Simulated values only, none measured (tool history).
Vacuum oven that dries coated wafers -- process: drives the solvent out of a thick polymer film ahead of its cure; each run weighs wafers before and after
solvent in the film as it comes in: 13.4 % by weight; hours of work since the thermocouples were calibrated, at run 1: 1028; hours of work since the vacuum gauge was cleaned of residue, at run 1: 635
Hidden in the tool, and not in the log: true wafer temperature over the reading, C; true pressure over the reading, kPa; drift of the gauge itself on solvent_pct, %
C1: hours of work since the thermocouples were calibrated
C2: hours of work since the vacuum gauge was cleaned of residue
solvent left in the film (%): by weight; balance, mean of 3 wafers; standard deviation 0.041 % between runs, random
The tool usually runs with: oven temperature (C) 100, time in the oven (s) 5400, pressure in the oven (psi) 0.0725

{"run": 1, "hour": 0.0, "oven temperature (C)": 100, "time in the oven (s)": 5400, "pressure in the oven (psi)": 0.0725, "C1": 1028, "C2": 635, "solvent left in the film (%)": 3.18}
{"run": 2, "hour": 65.7, "oven temperature (C)": 100, "time in the oven (s)": 5400, "pressure in the oven (psi)": 0.0725, "C1": 1060, "C2": 666, "solvent left in the film (%)": 3.14}
{"run": 3, "hour": 113.2, "oven temperature (C)": 100, "time in the oven (s)": 5400, "pressure in the oven (psi)": 0.0725, "C1": 1083, "C2": 689, "solvent left in the film (%)": 3.21}
{"run": 4, "hour": 172.4, "oven temperature (C)": 100, "time in the oven (s)": 5400, "pressure in the oven (psi)": 0.0975, "C1": 1111, "C2": 717, "solvent left in the film (%)": 3.17}
{"run": 5, "hour": 239.1, "oven temperature (C)": 100, "time in the oven (s)": 5400, "pressure in the oven (psi)": 0.0975, "C1": 1143, "C2": 749, "solvent left in the film (%)": 3.23}
{"run": 6, "hour": 292.6, "oven temperature (C)": 100, "time in the oven (s)": 5400, "pressure in the oven (psi)": 0.0975, "C1": 1169, "C2": 775, "solvent left in the film (%)": 3.27}
{"hour": 308.6, "done": "oven's thermocouples calibrated"}
{"run": 7, "hour": 352.7, "oven temperature (C)": 100, "time in the oven (s)": 5400, "pressure in the oven (psi)": 0.0975, "C1": 21, "C2": 803, "solvent left in the film (%)": 2.83}
{"run": 8, "hour": 380.9, "oven temperature (C)": 100, "time in the oven (s)": 5400, "pressure in the oven (psi)": 0.2614, "C1": 35, "C2": 816, "solvent left in the film (%)": 3.29}
{"run": 9, "hour": 429.3, "oven temperature (C)": 100, "time in the oven (s)": 5400, "pressure in the oven (psi)": 0.2614, "C1": 58, "C2": 840, "solvent left in the film (%)": 3.27}
{"run": 10, "hour": 486.4, "oven temperature (C)": 100, "time in the oven (s)": 5400, "pressure in the oven (psi)": 0.2614, "C1": 85, "C2": 867, "solvent left in the film (%)": 3.26}
{"run": 11, "hour": 545.2, "oven temperature (C)": 100, "time in the oven (s)": 5400, "pressure in the oven (psi)": 0.2614, "C1": 113, "C2": 895, "solvent left in the film (%)": 3.33}
{"run": 12, "hour": 594.7, "oven temperature (C)": 100, "time in the oven (s)": 5400, "pressure in the oven (psi)": 0.0909, "C1": 137, "C2": 919, "solvent left in the film (%)": 2.85}
{"run": 13, "hour": 650.7, "oven temperature (C)": 107, "time in the oven (s)": 4740, "pressure in the oven (psi)": 0.0365, "C1": 164, "C2": 946, "solvent left in the film (%)": 2.17}
{"run": 14, "hour": 716.1, "oven temperature (C)": 100, "time in the oven (s)": 7020, "pressure in the oven (psi)": 0.073, "C1": 195, "C2": 977, "solvent left in the film (%)": 2}
{"run": 15, "hour": 744.4, "oven temperature (C)": 100, "time in the oven (s)": 7020, "pressure in the oven (psi)": 0.073, "C1": 209, "C2": 991, "solvent left in the film (%)": 1.95}
{"run": 16, "hour": 779.6, "oven temperature (C)": 98, "time in the oven (s)": 7920, "pressure in the oven (psi)": 0.088, "C1": 226, "C2": 1008, "solvent left in the film (%)": 1.98}
{"run": 17, "hour": 822.9, "oven temperature (C)": 110, "time in the oven (s)": 2760, "pressure in the oven (psi)": 0.1738, "C1": 247, "C2": 1029, "solvent left in the film (%)": 3.89}
{"run": 18, "hour": 873.1, "oven temperature (C)": 91, "time in the oven (s)": 2760, "pressure in the oven (psi)": 0.1974, "C1": 271, "C2": 1053, "solvent left in the film (%)": 7.24}
{"run": 19, "hour": 907.8, "oven temperature (C)": 107, "time in the oven (s)": 2760, "pressure in the oven (psi)": 0.0644, "C1": 287, "C2": 1069, "solvent left in the film (%)": 4.24}
{"run": 20, "hour": 954.0, "oven temperature (C)": 114, "time in the oven (s)": 3480, "pressure in the oven (psi)": 0.2393, "C1": 310, "C2": 1091, "solvent left in the film (%)": 2.5}
{"run": 21, "hour": 1005.4, "oven temperature (C)": 92, "time in the oven (s)": 8400, "pressure in the oven (psi)": 0.0757, "C1": 334, "C2": 1116, "solvent left in the film (%)": 2.67}
{"run": 22, "hour": 1034.9, "oven temperature (C)": 92, "time in the oven (s)": 8400, "pressure in the oven (psi)": 0.0757, "C1": 348, "C2": 1130, "solvent left in the film (%)": 2.74}
{"run": 23, "hour": 1066.6, "oven temperature (C)": 113, "time in the oven (s)": 3780, "pressure in the oven (psi)": 0.2558, "C1": 364, "C2": 1145, "solvent left in the film (%)": 2.51}
{"run": 24, "hour": 1102.1, "oven temperature (C)": 105, "time in the oven (s)": 7920, "pressure in the oven (psi)": 0.0744, "C1": 381, "C2": 1162, "solvent left in the film (%)": 1.1}

Branching from run 24: 5 alternative next runs. What would each branch give?
{"run": "A", "hour": 1135.3, "oven temperature (C)": 113, "time in the oven (s)": 5340, "pressure in the oven (psi)": 0.0373, "C1": 397, "C2": 1178, "solvent left in the film (%)": "?"}
{"run": "B", "hour": 1135.3, "oven temperature (C)": 100, "time in the oven (s)": 6360, "pressure in the oven (psi)": 0.0725, "C1": 397, "C2": 1178, "solvent left in the film (%)": "?"}
{"run": "C", "hour": 1135.3, "oven temperature (C)": 105, "time in the oven (s)": 4140, "pressure in the oven (psi)": 0.0744, "C1": 397, "C2": 1178, "solvent left in the film (%)": "?"}
{"run": "D", "hour": 1135.3, "oven temperature (C)": 108, "time in the oven (s)": 2940, "pressure in the oven (psi)": 0.2226, "C1": 397, "C2": 1178, "solvent left in the film (%)": "?"}
{"run": "E", "hour": 1135.3, "oven temperature (C)": 114, "time in the oven (s)": 2940, "pressure in the oven (psi)": 0.2395, "C1": 397, "C2": 1178, "solvent left in the film (%)": "?"}

run=A solvent_left_in_the_film_(%)=1.09
run=B solvent_left_in_the_film_(%)=2.34
run=C solvent_left_in_the_film_(%)=3.05
run=D solvent_left_in_the_film_(%)=4.14
run=E solvent_left_in_the_film_(%)=3.18
Stripped of hidden state, with their random variation kept, the same runs would have yielded:
run=A solvent_left_in_the_film_(%)=0.96
run=B solvent_left_in_the_film_(%)=2.15
run=C solvent_left_in_the_film_(%)=2.87
run=D solvent_left_in_the_film_(%)=3.97
run=E solvent_left_in_the_film_(%)=3.01

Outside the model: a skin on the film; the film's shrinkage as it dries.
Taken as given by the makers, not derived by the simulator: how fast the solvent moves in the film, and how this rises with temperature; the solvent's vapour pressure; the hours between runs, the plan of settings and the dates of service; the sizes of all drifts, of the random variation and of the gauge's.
